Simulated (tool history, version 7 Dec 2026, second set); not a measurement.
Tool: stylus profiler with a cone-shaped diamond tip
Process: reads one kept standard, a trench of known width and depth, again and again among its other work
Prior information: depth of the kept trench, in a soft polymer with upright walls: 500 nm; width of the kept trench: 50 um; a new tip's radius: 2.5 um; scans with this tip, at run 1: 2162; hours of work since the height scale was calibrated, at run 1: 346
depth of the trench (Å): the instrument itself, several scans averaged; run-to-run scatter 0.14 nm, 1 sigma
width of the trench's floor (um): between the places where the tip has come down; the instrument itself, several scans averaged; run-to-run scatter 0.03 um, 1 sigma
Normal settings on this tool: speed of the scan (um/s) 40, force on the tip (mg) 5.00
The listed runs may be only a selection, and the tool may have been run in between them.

| run | day | speed of the scan (um/s) | force on the tip (mg) | scans with this tip | hours of work since the height scale was calibrated | depth of the trench (Å) | width of the trench's floor (um) |
|---|---|---|---|---|---|---|---|
| 1 | 0.000 | 40 | 5.00 | 2162 | 346 | 5082.5 | 46.45 |
| 2 | 1.029 | 40 | 5.00 | 2262 | 362 | 5084.6 | 46.44 |
| 3 | 2.358 | 40 | 5.00 | 2389 | 383 | 5087.5 | 46.45 |
| 4 | 3.367 | 92 | 5.00 | 2487 | 398 | 5086.9 | 46.33 |
| 5 | 4.679 | 92 | 5.00 | 2613 | 419 | 5086.3 | 46.29 |
| 6 | 5.771 | 92 | 5.00 | 2718 | 435 | 5087.0 | 46.27 |
| 7 | 6.767 | 92 | 5.00 | 2814 | 451 | 5087.1 | 46.26 |
| 8 | 7.479 | 92 | 5.00 | 2882 | 462 | 5086.2 | 46.22 |
| 9 | 8.496 | 92 | 5.00 | 2980 | 477 | 5088.5 | 46.20 |
| 10 | 9.825 | 24 | 5.00 | 3108 | 498 | 5089.3 | 46.35 |
| 11 | 10.517 | 24 | 5.00 | 3175 | 509 | 5089.0 | 46.31 |
|  | 10.612 | height scale calibrated on a step standard |
| 12 | 11.200 | 40 | 5.00 | 3238 | 9 | 5096.0 | 46.26 |
| 13 | 12.021 | 40 | 5.00 | 3318 | 22 | 5096.4 | 46.22 |
| 14 | 13.021 | 40 | 5.00 | 3414 | 37 | 5098.5 | 46.26 |
| 15 | 14.075 | 25 | 3.56 | 3515 | 53 | 5080.3 | 46.31 |
| 16 | 14.812 | 55 | 3.13 | 3586 | 65 | 5077.5 | 46.19 |
| 17 | 15.525 | 55 | 3.13 | 3655 | 76 | 5080.4 | 46.18 |
| 18 | 16.646 | 54 | 12.45 | 3763 | 93 | 5161.8 | 46.18 |
| 19 | 17.404 | 40 | 9.23 | 3836 | 105 | 5137.7 | 46.16 |
|  | 17.721 | height scale calibrated on a step standard, once more |
| 20 | 18.742 | 76 | 7.00 | 3963 | 16 | 5093.7 | 46.08 |
| 21 | 20.017 | 12 | 6.61 | 4085 | 35 | 5090.8 | 46.20 |
| 22 | 21.042 | 28 | 13.82 | 4184 | 51 | 5151.2 | 46.21 |
| 23 | 21.667 | 28 | 13.82 | 4244 | 61 | 5151.4 | 46.13 |
| 24 | 22.858 | 28 | 13.82 | 4359 | 79 | 5147.4 | 46.16 |
| 25 | 24.188 | 52 | 8.65 | 4487 | 100 | 5110.6 | 46.06 |
| 26 | 25.317 | 52 | 1.72 | 4596 | 117 | 5038.1 | 45.88 |
| 27 | 26.321 | 12 | 6.48 | 4692 | 133 | 5091.2 | 46.10 |

Branching from run 27: 3 alternative next runs. What would each branch give?
| A | 27.275 | 78 | 4.46 | 4784 | 147 | ? | ? |
| B | 27.275 | 38 | 10.28 | 4784 | 147 | ? | ? |
| C | 27.275 | 57 | 2.00 | 4784 | 147 | ? | ? |

| run | depth of the trench (Å) | width of the trench's floor (um) |
|---|---|---|
| A | 5075.8 | 45.93 |
| B | 5125.2 | 46.02 |
| C | 5040.9 | 45.87 |
What these runs would have given with no unlogged condition in the tool:
| run | depth of the trench (Å) | width of the trench's floor (um) |
|---|---|---|
| A | 5072.7 | 46.85 |
| B | 5122.1 | 46.93 |
| C | 5037.8 | 46.79 |
